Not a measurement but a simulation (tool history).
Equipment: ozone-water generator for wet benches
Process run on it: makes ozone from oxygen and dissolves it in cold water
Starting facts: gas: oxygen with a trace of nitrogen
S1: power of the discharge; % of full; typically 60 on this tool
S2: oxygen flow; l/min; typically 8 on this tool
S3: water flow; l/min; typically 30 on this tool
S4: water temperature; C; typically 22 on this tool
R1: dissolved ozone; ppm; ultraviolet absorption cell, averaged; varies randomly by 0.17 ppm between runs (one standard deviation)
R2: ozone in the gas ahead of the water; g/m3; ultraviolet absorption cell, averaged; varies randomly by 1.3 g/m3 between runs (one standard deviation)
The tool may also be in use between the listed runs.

run,hour,S1,S2,S3,S4,R1,R2
1,0,60,8,30,22,22.2,239.1
2,30.8,60,8,30,22,22.4,242.6
3,58.1,60,8,30,22,22,237.1
4,90.7,58,8,30,22,21.5,235.8
5,107.2,58,8,30,22,21.4,234.1
6,126.7,60,8,30,24,21.7,240.8
7,147.8,60,8,30,24,21.3,238.6
8,168.3,60,8,34,22,19.7,239.7
9,195,56,4.68,44,20,14.2,323.1
10,217.3,82,11.85,30,19,26.2,229.7
11,244,50,11.85,30,19,18.9,164.9
12,277,50,7.57,30,14,21.8,218.7
13,294.4,85,7.57,30,14,30.6,310.6

3 options for the next run, each taken on its own from the tool as it stands now. Forecast them:
A,327.5,47,5.86,30,14,?,?
B,327.5,85,7.57,39,15,?,?
C,327.5,85,4.52,30,14,?,?

run,R1,R2
A,21,249.3
B,23.5,307.6
C,31.1,437
With the hidden condition removed and each run's random variation left untouched, the same runs would have given:
run,R1,R2
A,22.5,256.7
B,25.8,321.8
C,34,457.1
